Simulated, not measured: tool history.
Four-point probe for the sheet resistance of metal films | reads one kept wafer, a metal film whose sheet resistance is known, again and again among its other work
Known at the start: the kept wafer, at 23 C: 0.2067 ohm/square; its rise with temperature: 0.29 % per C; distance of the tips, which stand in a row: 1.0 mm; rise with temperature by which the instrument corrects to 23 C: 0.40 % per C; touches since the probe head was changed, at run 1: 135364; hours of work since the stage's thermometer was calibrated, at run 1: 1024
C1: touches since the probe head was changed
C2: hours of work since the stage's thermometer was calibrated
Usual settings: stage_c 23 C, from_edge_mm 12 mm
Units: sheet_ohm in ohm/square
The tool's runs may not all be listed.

Run 1, hour 0.0: usual settings; C1 135364; C2 1024. Result: sheet_ohm 0.209131 ohm/square.
Run 2, hour 82.6: usual settings; C1 138774; C2 1067. Result: sheet_ohm 0.209261 ohm/square.
Run 3, hour 150.5: usual settings; C1 141576; C2 1103. Result: sheet_ohm 0.209185 ohm/square.
Run 4, hour 228.3: usual settings; C1 144785; C2 1143. Result: sheet_ohm 0.209217 ohm/square.
Run 5, hour 322.7: usual settings but from_edge_mm 47 mm; C1 148680; C2 1193. Result: sheet_ohm 0.208558 ohm/square.
At hour 388.7: stage's thermometer calibrated.
Run 6, hour 396.7: usual settings; C1 151716; C2 4. Result: sheet_ohm 0.209544 ohm/square.
Run 7, hour 448.5: usual settings; C1 153853; C2 31. Result: sheet_ohm 0.209575 ohm/square.
Run 8, hour 514.1: usual settings but stage_c 18 C; C1 156559; C2 65. Result: sheet_ohm 0.210890 ohm/square.
Run 9, hour 557.6: usual settings but stage_c 18 C; C1 158356; C2 88. Result: sheet_ohm 0.210904 ohm/square.
Run 10, hour 609.6: usual settings but stage_c 33 C, from_edge_mm 21 mm; C1 160498; C2 115. Result: sheet_ohm 0.206856 ohm/square.
Run 11, hour 694.5: usual settings but stage_c 33 C, from_edge_mm 21 mm; C1 164002; C2 160. Result: sheet_ohm 0.206856 ohm/square.
Run 12, hour 765.6: usual settings but stage_c 30 C, from_edge_mm 43 mm; C1 166935; C2 197. Result: sheet_ohm 0.207336 ohm/square.
Run 13, hour 852.3: usual settings but stage_c 35 C, from_edge_mm 30 mm; C1 170515; C2 242. Result: sheet_ohm 0.206351 ohm/square.
Run 14, hour 903.8: usual settings but stage_c 35 C, from_edge_mm 30 mm; C1 172640; C2 269. Result: sheet_ohm 0.206334 ohm/square.

Hidden state or all else? Some run-to-run changes of sheet_ohm, split into what the settings, what came in and random variation would give without the hidden state, and what is left for the hidden state (with any gauge scatter that isn't in both results):
The hidden state here: inner tips' distance over the nominal, %; tips' flats over new ones', %; wafer's true temperature over the reading, C; drift of the gauge itself on sheet_ohm, %.
Run 5 -> 6: from_edge_mm 47 -> 12, stage's thermometer calibrated. sheet_ohm +0.000986 ohm/square: hidden state +0.000334, all else +0.000652.
Run 9 -> 10: stage_c 18 -> 33, from_edge_mm 12 -> 21. sheet_ohm -0.004048 ohm/square: hidden state -0.000023, all else -0.004025.

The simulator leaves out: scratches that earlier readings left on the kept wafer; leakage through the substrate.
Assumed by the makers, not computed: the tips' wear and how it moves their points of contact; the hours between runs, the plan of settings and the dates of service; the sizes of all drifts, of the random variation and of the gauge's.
